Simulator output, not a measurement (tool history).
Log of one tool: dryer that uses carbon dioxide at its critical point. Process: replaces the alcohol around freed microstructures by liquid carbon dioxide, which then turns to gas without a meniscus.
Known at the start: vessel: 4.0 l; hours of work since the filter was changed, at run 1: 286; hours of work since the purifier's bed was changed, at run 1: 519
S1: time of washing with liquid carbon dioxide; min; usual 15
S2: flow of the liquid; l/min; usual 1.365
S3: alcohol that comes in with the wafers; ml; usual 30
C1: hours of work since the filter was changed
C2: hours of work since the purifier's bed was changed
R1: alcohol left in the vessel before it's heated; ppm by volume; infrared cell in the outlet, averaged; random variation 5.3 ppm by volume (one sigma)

run 1 hour=0.0 | S1=15 S2=1.365 S3=30 | C1=286 C2=519 | R1=342
run 2 hour=39.5 | S1=15 S2=1.365 S3=30 | C1=309 C2=542 | R1=355
run 3 hour=76.6 | S1=15 S2=1.365 S3=30 | C1=331 C2=564 | R1=354
run 4 hour=112.7 | S1=15 S2=1.365 S3=30 | C1=352 C2=585 | R1=376
run 5 hour=150.4 | S1=15 S2=1.365 S3=30 | C1=374 C2=607 | R1=387
-- hour=162.7 inlet filter changed
run 6 hour=205.9 | S1=15 S2=1.365 S3=30 | C1=25 C2=639 | R1=325
run 7 hour=232.5 | S1=15 S2=1.365 S3=30 | C1=41 C2=655 | R1=330
run 8 hour=260.1 | S1=15 S2=1.365 S3=30 | C1=57 C2=671 | R1=333
run 9 hour=323.3 | S1=12 S2=1.365 S3=30 | C1=94 C2=708 | R1=497
run 10 hour=370.2 | S1=9 S2=1.365 S3=30 | C1=121 C2=735 | R1=889
run 11 hour=420.9 | S1=15 S2=1.130 S3=30 | C1=151 C2=765 | R1=525
run 12 hour=456.5 | S1=12 S2=2.050 S3=32 | C1=172 C2=785 | R1=309
run 13 hour=518.9 | S1=12 S2=2.050 S3=32 | C1=208 C2=822 | R1=337
run 14 hour=579.9 | S1=15 S2=0.930 S3=90 | C1=244 C2=857 | R1=2022
run 15 hour=609.6 | S1=10 S2=1.640 S3=71 | C1=261 C2=875 | R1=1106
run 16 hour=644.7 | S1=20 S2=1.140 S3=30 | C1=282 C2=895 | R1=388
run 17 hour=701.5 | S1=22 S2=1.365 S3=70 | C1=315 C2=929 | R1=364
run 18 hour=732.0 | S1=19 S2=1.365 S3=30 | C1=333 C2=946 | R1=365
-- hour=743.3 purifier's bed changed
run 19 hour=779.2 | S1=15 S2=1.330 S3=44 | C1=358 C2=21 | R1=308
run 20 hour=805.2 | S1=15 S2=1.330 S3=44 | C1=374 C2=36 | R1=327
-- hour=817.0 inlet filter changed
run 21 hour=845.5 | S1=15 S2=1.330 S3=44 | C1=17 C2=59 | R1=207
run 22 hour=881.8 | S1=15 S2=1.330 S3=44 | C1=38 C2=80 | R1=221

Forecast each of these 3 alternatives for the next run:
run A hour=942.8 | S1=15 S2=1.365 S3=24 | C1=74 C2=116 | R1=?
run B hour=942.8 | S1=15 S2=1.365 S3=33 | C1=74 C2=116 | R1=?
run C hour=942.8 | S1=16 S2=1.720 S3=85 | C1=74 C2=116 | R1=?

run=A R1=142
run=B R1=179
run=C R1=121
Without the tool's hidden state the same runs would have given:
run=A R1=94
run=B R1=127
run=C R1=72

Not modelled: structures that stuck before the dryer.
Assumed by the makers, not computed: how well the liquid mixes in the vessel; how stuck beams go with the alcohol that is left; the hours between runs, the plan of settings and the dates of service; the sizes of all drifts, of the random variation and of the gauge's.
